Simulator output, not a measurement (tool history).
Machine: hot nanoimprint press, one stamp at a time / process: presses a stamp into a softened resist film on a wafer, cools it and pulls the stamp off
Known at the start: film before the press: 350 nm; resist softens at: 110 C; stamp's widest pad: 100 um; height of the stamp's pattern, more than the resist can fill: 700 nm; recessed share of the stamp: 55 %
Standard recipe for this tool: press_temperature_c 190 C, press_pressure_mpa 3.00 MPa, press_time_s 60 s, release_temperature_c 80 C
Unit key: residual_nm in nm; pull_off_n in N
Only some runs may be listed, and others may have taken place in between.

run	hour	press_temperature_c	press_pressure_mpa	press_time_s	release_temperature_c	residual_nm	pull_off_n
1	0.0	190	3.00	60	80	146.6	140
2	11.8	190	3.59	60	80	137.9	140
3	28.7	190	3.59	60	80	136.3	146
4	47.5	190	3.59	60	80	135.5	141
# hour 70.0: plate thermocouple calibrated
5	70.3	197	3.00	60	80	106.7	152
6	94.5	197	3.00	60	80	106.0	158
7	113.0	190	3.00	60	86	152.8	135
# hour 124.0: plate thermocouple calibrated, once more
8	139.4	190	3.24	60	80	131.5	143
9	149.9	190	3.24	60	80	131.9	143
10	173.3	190	3.24	60	80	132.4	145
11	185.5	190	3.24	60	80	131.1	136
12	207.5	190	3.24	60	80	133.0	150
13	223.5	190	2.87	60	69	139.1	175
14	238.0	178	1.95	85	80	249.1	150
15	250.2	178	1.95	85	80	253.2	150
16	270.5	190	3.00	85	66	117.1	185
17	284.9	190	3.00	85	66	118.4	191
18	302.8	188	3.00	85	74	132.5	170
19	315.4	198	2.36	85	67	84.5	183

Below are 3 alternative next runs, each starting from the tool's condition after run 19. Predict each:
A	331.2	186	2.57	108	67	?	?
B	331.2	198	3.15	92	67	?	?
C	331.2	198	2.36	85	78	?	?

run	residual_nm	pull_off_n
A	143.2	180
B	71.7	190
C	84.3	161
Had the tool no hidden state, the same runs would have come out as:
run	residual_nm	pull_off_n
A	140.1	160
B	69.9	169
C	82.5	143
